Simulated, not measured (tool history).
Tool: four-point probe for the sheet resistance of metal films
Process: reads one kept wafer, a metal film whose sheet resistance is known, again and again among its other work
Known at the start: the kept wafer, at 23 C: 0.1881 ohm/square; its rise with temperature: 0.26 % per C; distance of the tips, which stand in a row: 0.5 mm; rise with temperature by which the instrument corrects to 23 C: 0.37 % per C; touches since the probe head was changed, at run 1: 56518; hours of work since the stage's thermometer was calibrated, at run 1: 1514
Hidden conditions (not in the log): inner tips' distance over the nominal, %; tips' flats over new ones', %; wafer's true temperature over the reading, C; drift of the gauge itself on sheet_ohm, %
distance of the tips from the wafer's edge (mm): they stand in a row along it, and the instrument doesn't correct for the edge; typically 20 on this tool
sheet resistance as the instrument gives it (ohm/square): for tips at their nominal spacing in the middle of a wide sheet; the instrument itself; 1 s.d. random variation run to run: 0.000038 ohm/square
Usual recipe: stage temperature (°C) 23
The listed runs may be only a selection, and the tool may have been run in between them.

run    hour  stage temperature (°C)  distance of the tips from the wafer's edge (mm)  touches since the probe head was changed  hours of work since the stage's thermometer was calibrated  sheet resistance as the instrument gives it (ohm/square)
  1     0.0                      23                                               20                                     56518                                                        1514                                                  0.187689
  2    39.5                      23                                               10                                     57673                                                        1530                                                  0.187863
  3    95.9                      23                                               20                                     59321                                                        1553                                                  0.187647
  4   145.9                      30                                               20                                     60783                                                        1573                                                  0.186245
  5   179.0                      29                                               20                                     61751                                                        1586                                                  0.186489
  6   245.7                      29                                               20                                     63699                                                        1613                                                  0.186391
  7   322.4                      29                                               20                                     65942                                                        1644                                                  0.186375
  8   379.5                      25                                               20                                     67609                                                        1667                                                  0.187223
  9   438.1                      25                                               20                                     69322                                                        1691                                                  0.187217
 10   491.0                      25                                               20                                     70869                                                        1712                                                  0.187044
 11   534.0                      23                                               17                                     72123                                                        1729                                                  0.187470
 12   577.8                      23                                               17                                     73405                                                        1747                                                  0.187553
 13   634.4                      23                                               20                                     75059                                                        1770                                                  0.187495
 14   702.6                      23                                               20                                     77052                                                        1797                                                  0.187448
 15   737.8                      23                                               20                                     78081                                                        1812                                                  0.187384
 16   772.0                      23                                               20                                     79082                                                        1825                                                  0.187455
 17   805.8                      23                                               20                                     80067                                                        1839                                                  0.187460
 18   861.8                      23                                                6                                     81704                                                        1862                                                  0.188136
 19   912.5                      23                                               56                                     83186                                                        1882                                                  0.187380
 20   950.7                      23                                               20                                     84305                                                        1898                                                  0.187504
 21  1002.6                      23                                               17                                     85820                                                        1918                                                  0.187423
 22  1070.0                      23                                               17                                     87790                                                        1946                                                  0.187451
 23  1101.1                      23                                               17                                     88698                                                        1958                                                  0.187345
 24  1158.2                      23                                               17                                     90366                                                        1981                                                  0.187442
 25  1215.9                      22                                                4                                     92055                                                        2004                                                  0.189114
 26  1290.6                      23                                               20                                     94236                                                        2035                                                  0.187332
 27  1334.2                      30                                               15                                     95512                                                        2052                                                  0.186018
 28  1409.6                      27                                               20                                     97716                                                        2083                                                  0.186501
 29  1456.7                      30                                                9                                     99091                                                        2102                                                  0.186177
 30  1524.7                      34                                               30                                    101079                                                        2129                                                  0.185140
 31  1595.3                      23                                                5                                    103142                                                        2157                                                  0.188307
 32  1669.7                      21                                                4                                    105317                                                        2188                                                  0.189187
 33  1724.7                      29                                                7                                    106924                                                        2210                                                  0.186507
 34  1758.1                      26                                                8                                    107900                                                        2223                                                  0.186970
 35  1791.8                      19                                               20                                    108886                                                        2237                                                  0.188077
 36  1865.8                      19                                               20                                    111048                                                        2267                                                  0.188017
 37  1927.4                      19                                               20                                    112849                                                        2291                                                  0.187950
 38  1976.8                      30                                               25                                    114292                                                        2311                                                  0.185805
 39  2025.6                      28                                               15                                    115717                                                        2331                                                  0.186278
 40  2067.6                      21                                               12                                    116946                                                        2348                                                  0.187592
 41  2099.9                      23                                               32                                    117891                                                        2361                                                  0.187048
 42  2154.1                      34                                               51                                    119473                                                        2383                                                  0.184944
 43  2190.1                      32                                                8                                    120526                                                        2397                                                  0.185668
 44  2234.7                      32                                                8                                    121829                                                        2415                                                  0.185715

Difference, measured minus no-hidden-state, one row per run. Run-to-run variation is common to both terms; the gauge's own scatter need not be:
run  sheet resistance as the instrument gives it (ohm/square)
  1                                                 -0.000483
  2                                                 -0.000494
  3                                                 -0.000508
  4                                                 -0.000513
  5                                                 -0.000522
  6                                                 -0.000540
  7                                                 -0.000559
  8                                                 -0.000578
  9                                                 -0.000593
 10                                                 -0.000606
 11                                                 -0.000620
 12                                                 -0.000631
 13                                                 -0.000646
 14                                                 -0.000663
 15                                                 -0.000672
 16                                                 -0.000681
 17                                                 -0.000691
 18                                                 -0.000709
 19                                                 -0.000719
 20                                                 -0.000729
 21                                                 -0.000741
 22                                                 -0.000759
 23                                                 -0.000767
 24                                                 -0.000782
 25                                                 -0.000804
 26                                                 -0.000814
 27                                                 -0.000814
 28                                                 -0.000838
 29                                                 -0.000847
 30                                                 -0.000857
 31                                                 -0.000898
 32                                                 -0.000924
 33                                                 -0.000919
 34                                                 -0.000932
 35                                                 -0.000952
 36                                                 -0.000971
 37                                                 -0.000985
 38                                                 -0.000977
 39                                                 -0.000994
 40                                                 -0.001018
 41                                                 -0.001021
 42                                                 -0.001012
 43                                                 -0.001027
 44                                                 -0.001039
